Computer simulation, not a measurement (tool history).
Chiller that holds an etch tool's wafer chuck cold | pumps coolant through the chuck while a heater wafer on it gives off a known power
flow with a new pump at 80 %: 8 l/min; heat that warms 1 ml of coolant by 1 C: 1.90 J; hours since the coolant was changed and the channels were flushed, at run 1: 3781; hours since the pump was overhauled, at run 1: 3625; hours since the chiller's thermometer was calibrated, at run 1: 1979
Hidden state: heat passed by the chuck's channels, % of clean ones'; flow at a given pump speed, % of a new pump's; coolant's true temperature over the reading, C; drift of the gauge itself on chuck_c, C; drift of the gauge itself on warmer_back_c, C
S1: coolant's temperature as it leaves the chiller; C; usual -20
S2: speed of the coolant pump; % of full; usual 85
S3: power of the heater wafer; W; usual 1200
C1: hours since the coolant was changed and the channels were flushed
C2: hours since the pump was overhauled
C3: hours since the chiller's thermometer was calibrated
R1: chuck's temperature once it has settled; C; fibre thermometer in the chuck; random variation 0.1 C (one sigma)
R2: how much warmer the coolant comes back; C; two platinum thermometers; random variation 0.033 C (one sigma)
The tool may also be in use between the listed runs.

run   hour   S1  S2    S3    C1    C2    C3     R1    R2
  1      0  -20  85  1200  3781  3625  1979  -11.2  4.48
  2   82.1  -20  85  1200  3863  3707  2061  -11.2  4.42
  3  156.5  -20  85  1200  3937  3781  2135  -11.2  4.46
  4  246.7  -20  85  1200  4028  3871  2225  -11.1  4.41
  5  313.9  -20  85  1200  4095  3939  2293  -11.2  4.34
  6  372.1  -20  85  1200  4153  3997  2351  -11.2  4.36
  7    460  -20  85  1200  4241  4085  2439  -11.2  4.38
  8  539.7  -14  82  1200  4321  4164  2518   -5.1  4.44
  9    583  -14  82  1200  4364  4208  2562   -5.1  4.46
 10  632.5  -23  85  1200  4413  4257  2611  -14.4  4.25
 11  701.4  -25  61  1591  4482  4326  2680  -10.6  8.07
 12    746  -20  82  1056  4527  4371  2725  -12.1  3.84
 13    823  -20  82  1056  4604  4448  2802  -12.3  3.86

5 ways to go on from here, each from the tool as it stands after run 13. What would each give?
  A  896.2  -20  85  1656  4677  4521  2875   ?   ?
  B  896.2  -22  85  1326  4677  4521  2875   ?   ?
  C  896.2  -20  86   705  4677  4521  2875   ?   ?
  D  896.2  -20  85   965  4677  4521  2875   ?   ?
  E  896.2  -20  82   630  4677  4521  2875   ?   ?

run     R1    R2
  A   -7.7   5.8
  B  -12.3  4.68
  C    -15  2.31
  D  -13.2  3.35
  E  -15.4  2.16
Without the tool's hidden state the same runs would have given:
run     R1    R2
  A   -7.7   6.1
  B  -12.3  4.98
  C    -15  2.61
  D  -13.2  3.65
  E  -15.4  2.46
